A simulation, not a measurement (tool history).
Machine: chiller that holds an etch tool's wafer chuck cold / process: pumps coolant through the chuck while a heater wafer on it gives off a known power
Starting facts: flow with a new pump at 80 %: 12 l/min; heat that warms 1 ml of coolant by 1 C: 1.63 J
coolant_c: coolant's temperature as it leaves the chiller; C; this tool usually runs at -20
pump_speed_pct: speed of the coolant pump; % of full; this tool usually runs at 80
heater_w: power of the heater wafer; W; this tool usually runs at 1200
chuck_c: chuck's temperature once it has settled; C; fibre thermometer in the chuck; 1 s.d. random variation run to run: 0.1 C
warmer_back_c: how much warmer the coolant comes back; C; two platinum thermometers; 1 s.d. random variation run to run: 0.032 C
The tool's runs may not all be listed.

run	hour	coolant_c	pump_speed_pct	heater_w	chuck_c	warmer_back_c
1	0	-20	80	1200	-7.3	3.7
2	23	-20	80	1200	-7.4	3.69
3	53.3	-20	80	1200	-7.3	3.7
4	74	-20	80	1200	-7.4	3.77
5	101.5	-20	80	1200	-7.4	3.74
6	133	-20	80	1200	-7.2	3.77
7	160.2	-20	80	1200	-7.4	3.7
8	181.2	-20	80	1200	-7.4	3.77
9	203.6	-20	80	1200	-7.2	3.8
10	220.4	-20	68	1200	-5.4	4.54
11	251.8	-20	68	1200	-5.4	4.48
12	269.6	-20	68	1200	-5.6	4.65
13	307.2	-20	68	1200	-5.5	4.57
14	327.9	-20	68	1200	-5.7	4.55
15	362.2	-20	68	1200	-5.5	4.6
16	383.9	-20	68	1200	-5.5	4.64
17	420.5	-20	68	1200	-5.4	4.63
18	440.1	-21	98	1200	-10.4	3.16
19	472.3	-21	98	1146	-10.9	3.03
20	500.7	-21	98	1146	-10.8	3.06
21	524.5	-20	80	1005	-9.3	3.36
22	543.6	-20	94	1200	-8.9	3.35
23	562.7	-27	63	1200	-11.5	5.06
24	580.3	-29	92	1200	-17.9	3.48
25	613.1	-23	75	1200	-9.7	4.31
26	645.7	-26	80	654	-19.2	2.33
27	668.9	-22	70	654	-14.2	2.64
28	700.8	-16	87	1048	-5.7	2.94
29	716.3	-23	73	1200	-9.3	4.06
30	753.1	-23	73	1200	-9.4	4.09
31	790.2	-23	73	1200	-9.3	4.13

Taken out of this log: 1 entry between the listed runs. Where each belongs, and how the hidden state differs across it:
After run 27, before run 28: gauge calibrated (hour 672.2)
  drift of the gauge itself on warmer_back_c, C: 0.33 -> 0.01
  difference, measured minus the result without the unlogged condition, warmer_back_c: +0.33 -> +0.02 C
